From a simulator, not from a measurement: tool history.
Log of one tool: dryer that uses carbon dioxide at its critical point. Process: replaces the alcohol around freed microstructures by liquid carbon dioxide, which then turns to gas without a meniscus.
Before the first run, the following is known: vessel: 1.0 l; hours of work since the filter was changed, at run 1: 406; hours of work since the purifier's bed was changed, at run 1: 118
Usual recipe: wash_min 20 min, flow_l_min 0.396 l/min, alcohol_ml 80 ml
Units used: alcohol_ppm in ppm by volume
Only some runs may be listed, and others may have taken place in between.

run,hour,wash_min,flow_l_min,alcohol_ml,hours of work since the filter was changed,hours of work since the purifier's bed was changed,alcohol_ppm
1,0,20,0.396,80,406,118,207
2,20.9,20,0.396,80,417,129,217
3,34.6,30,0.396,80,424,136,56
4,49.7,20,0.396,84,431,143,226
5,72.9,20,0.312,84,443,155,740
6,92,20,0.396,80,453,165,229
7,109.8,20,0.396,80,462,174,240
8,131,20,0.396,80,472,184,240
9,154.6,20,0.396,80,484,196,253
10,177.5,20,0.396,80,496,208,255
# hour 191: inlet filter changed
11,200.2,20,0.396,63,5,219,151
12,214.9,20,0.396,52,12,226,145
13,230.6,20,0.396,52,20,234,148
14,252.5,22,0.396,80,31,245,147
15,275.7,20,0.396,23,43,257,123
16,293.7,20,0.396,23,52,266,143
17,307.8,20,0.396,23,59,274,133
18,322.7,20,0.396,113,67,281,251
19,346.8,20,0.645,80,79,293,109
20,369.6,20,0.396,80,90,305,219
21,384.4,20,0.396,80,98,312,227
22,404.9,20,0.396,80,108,323,231
23,424.1,20,0.396,80,118,332,229
24,435.1,20,0.396,80,124,338,241
25,455.8,28,0.505,100,134,348,131
26,475.4,28,0.35,83,144,358,155
27,497.9,18,0.45,31,155,370,176
28,510.8,30,0.494,36,162,376,145
29,534.7,30,0.494,36,174,388,145
30,545.9,16,0.254,99,180,394,3750
31,560.2,13,0.258,26,187,401,1862
32,575.6,20,0.396,40,195,409,215
33,595.3,24,0.537,26,205,419,161
34,610.3,24,0.537,26,212,427,156
35,626,24,0.537,26,220,435,162
36,649.1,13,0.277,31,232,446,1868
37,666,13,0.277,31,240,455,1880
38,681.3,12,0.505,80,248,463,735
39,703.2,22,0.327,45,259,474,307
40,715.5,15,0.342,26,266,480,606
41,735.3,18,0.342,28,276,490,377
42,756.1,18,0.342,28,286,500,396
43,779.8,25,0.417,40,298,512,193
44,799.8,27,0.436,116,308,523,202
45,810.7,27,0.436,116,314,528,212
46,829.6,18,0.626,42,323,538,196
47,844.9,18,0.626,42,331,545,205

Forecast each of these 3 alternatives for the next run:
A,858.7,24,0.396,38,338,552,?
B,858.7,18,0.396,21,338,552,?
C,858.7,18,0.469,37,338,552,?

run,alcohol_ppm
A,226
B,286
C,247
Without the tool's unlogged condition, the same runs would have read:
run,alcohol_ppm
A,23
B,56
C,29
